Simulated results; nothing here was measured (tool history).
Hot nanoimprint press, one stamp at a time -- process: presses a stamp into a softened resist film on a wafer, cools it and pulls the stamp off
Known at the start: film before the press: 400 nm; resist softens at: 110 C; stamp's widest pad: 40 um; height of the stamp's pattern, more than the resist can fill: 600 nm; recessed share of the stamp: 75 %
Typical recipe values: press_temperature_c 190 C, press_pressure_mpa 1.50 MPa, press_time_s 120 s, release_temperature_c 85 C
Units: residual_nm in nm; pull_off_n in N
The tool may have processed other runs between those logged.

run	day	press_temperature_c	press_pressure_mpa	press_time_s	release_temperature_c	residual_nm	pull_off_n
1	0.000	190	1.50	120	85	232.0	159
2	0.396	190	1.50	120	85	231.5	165
# day 0.871: stamp cleaned and given a new release coat
3	1.208	190	1.50	120	85	231.9	162
4	1.704	190	1.50	120	85	231.6	160
5	2.396	190	1.50	120	85	231.3	162
# day 2.942: plate thermocouple calibrated
6	3.096	190	1.33	120	85	243.1	163
7	3.654	190	1.50	120	85	231.3	165
8	4.283	190	1.50	120	85	232.1	163
9	4.646	190	1.50	120	85	230.8	157
10	5.342	190	1.50	120	85	232.7	164
11	5.742	190	1.50	120	72	233.7	192
12	6.471	190	1.50	120	85	234.3	160
13	6.950	190	1.50	120	85	232.5	166
14	7.612	190	1.50	120	85	233.8	159
15	8.283	190	1.50	120	85	234.2	157
16	8.858	190	1.50	214	85	190.9	164
17	9.321	185	1.50	120	78	267.0	186
18	9.950	185	1.69	105	78	265.7	170
19	10.250	190	1.68	120	71	224.2	194
20	10.746	190	1.68	120	71	224.8	194
21	11.083	190	1.68	120	71	224.4	195
22	11.500	190	2.24	133	71	191.9	192
23	11.867	190	2.24	133	71	192.6	189
24	12.396	180	1.02	133	71	322.8	194
25	12.962	201	1.02	133	82	197.6	168
26	13.467	182	1.43	120	85	292.4	163
27	13.946	182	0.92	120	91	323.7	146
28	14.567	189	1.97	120	85	216.6	165
29	14.983	186	1.95	151	78	221.7	182
30	15.542	186	1.95	151	92	221.2	147

Below are 4 alternative next runs, each starting from the tool's condition after run 30. Predict each:
A	15.867	187	1.33	120	88	?	?
B	15.867	186	2.37	151	81	?	?
C	15.867	186	1.95	175	92	?	?
D	15.867	189	1.50	120	85	?	?

run	residual_nm	pull_off_n
A	266.1	160
B	204.6	177
C	210.7	154
D	241.2	158
With the hidden condition removed and each run's random variation left untouched, the same runs would have given:
run	residual_nm	pull_off_n
A	260.6	158
B	200.1	176
C	206.2	153
D	236.1	157

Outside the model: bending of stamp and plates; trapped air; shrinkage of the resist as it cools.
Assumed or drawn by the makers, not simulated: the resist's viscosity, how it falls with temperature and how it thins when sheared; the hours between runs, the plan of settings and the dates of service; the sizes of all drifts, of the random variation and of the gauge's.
